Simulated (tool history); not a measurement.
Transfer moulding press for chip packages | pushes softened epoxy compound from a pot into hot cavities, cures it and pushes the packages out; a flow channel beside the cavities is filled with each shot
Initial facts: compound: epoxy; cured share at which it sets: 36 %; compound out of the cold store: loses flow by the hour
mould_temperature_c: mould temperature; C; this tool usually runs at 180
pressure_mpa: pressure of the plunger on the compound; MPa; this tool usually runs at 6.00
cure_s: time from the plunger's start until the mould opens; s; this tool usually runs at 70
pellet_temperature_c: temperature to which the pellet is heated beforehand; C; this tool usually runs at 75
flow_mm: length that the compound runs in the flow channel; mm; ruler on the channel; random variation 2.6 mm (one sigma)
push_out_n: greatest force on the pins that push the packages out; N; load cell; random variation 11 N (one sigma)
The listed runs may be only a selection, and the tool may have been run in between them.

run   hour  mould_temperature_c  pressure_mpa  cure_s  pellet_temperature_c  incoming compound's hours out of the cold store  flow_mm  push_out_n
  1    0.0                  180          6.00      70                    75                                             41.2      617         494
  2   24.4                  180          6.00      70                    75                                             17.9      699         657
      29.7  -- cavities cleaned with cleaning compound and waxed
  3   40.1                  180          6.00      70                    75                                             24.4      671         514
  4   59.5                  180          4.76      70                    75                                             19.6      611         590
      73.3  -- cavities cleaned with cleaning compound and waxed
  5   85.4                  180          6.00      70                    75                                              9.3      726         560
  6  102.9                  180          6.00      70                    75                                             42.4      591         574
     118.8  -- cavities cleaned with cleaning compound and waxed
  7  120.2                  180          6.00      70                    75                                             12.8      707         467
  8  136.2                  180          6.00      70                    75                                             26.3      646         574
  9  152.5                  180          6.00      70                    75                                             20.0      666         622
     164.0  -- cavities cleaned with cleaning compound and waxed
     172.3  -- plunger's sealing rings changed
 10  175.4                  180          6.00      70                    75                                             30.1      655         500
 11  200.6                  180          6.00      70                    75                                             40.6      611         603
     211.2  -- cavities cleaned with cleaning compound and waxed
 12  219.1                  180          6.00      70                    67                                             26.6      661         521
 13  243.9                  180          6.00      70                    67                                             27.8      652         630
     256.3  -- cavities cleaned with cleaning compound and waxed
 14  271.4                  180          6.27      52                    69                                             41.3      610        1242
     275.1  -- mould's thermocouples calibrated
 15  292.7                  180          4.87      70                    71                                             18.1      612         624
     302.8  -- cavities cleaned with cleaning compound and waxed
 16  312.3                  180          4.87      70                    71                                             12.4      629         525
     329.5  -- mould's thermocouples calibrated, once more
 17  337.5                  180          6.00      73                    72                                             23.3      649         608
     350.3  -- plunger's sealing rings changed
     351.8  -- cavities cleaned with cleaning compound and waxed
 18  364.9                  182          6.00      70                    70                                             10.3      732         538
 19  384.8                  187          4.87      65                    67                                             38.8      545         533
     397.7  -- cavities cleaned with cleaning compound and waxed
 20  409.6                  180          5.61      59                    75                                             45.7      572         849
 21  433.5                  187          6.32      96                    78                                             14.5      706         428
     442.1  -- cavities cleaned with cleaning compound and waxed
 22  447.2                  184          4.59      70                    75                                             37.0      533         400
 23  467.7                  180          7.01      70                    68                                             16.7      748         663
 24  481.0                  180          7.01      70                    68                                             23.3      716         683
     486.7  -- cavities cleaned with cleaning compound and waxed
 25  508.7                  180          7.01      70                    68                                             42.3      633         575
     526.5  -- plunger's sealing rings changed
     533.8  -- cavities cleaned with cleaning compound and waxed
 26  539.1                  180          6.68      70                    81                                             40.6      654         460

3 options for the next run, each taken on its own from the tool as it stands now. Forecast them:
  A  552.3                  185          6.03      70                    81                                             40.5        ?           ?
  B  552.3                  180          6.68      70                    75                                             24.1        ?           ?
  C  552.3                  188          6.68      70                    81                                             20.0        ?           ?

run  flow_mm  push_out_n
  A      607         433
  B      716         576
  C      716         401
Stripped of hidden state, with their random variation kept, the same runs would have yielded:
run  flow_mm  push_out_n
  A      613         338
  B      724         455
  C      724         311

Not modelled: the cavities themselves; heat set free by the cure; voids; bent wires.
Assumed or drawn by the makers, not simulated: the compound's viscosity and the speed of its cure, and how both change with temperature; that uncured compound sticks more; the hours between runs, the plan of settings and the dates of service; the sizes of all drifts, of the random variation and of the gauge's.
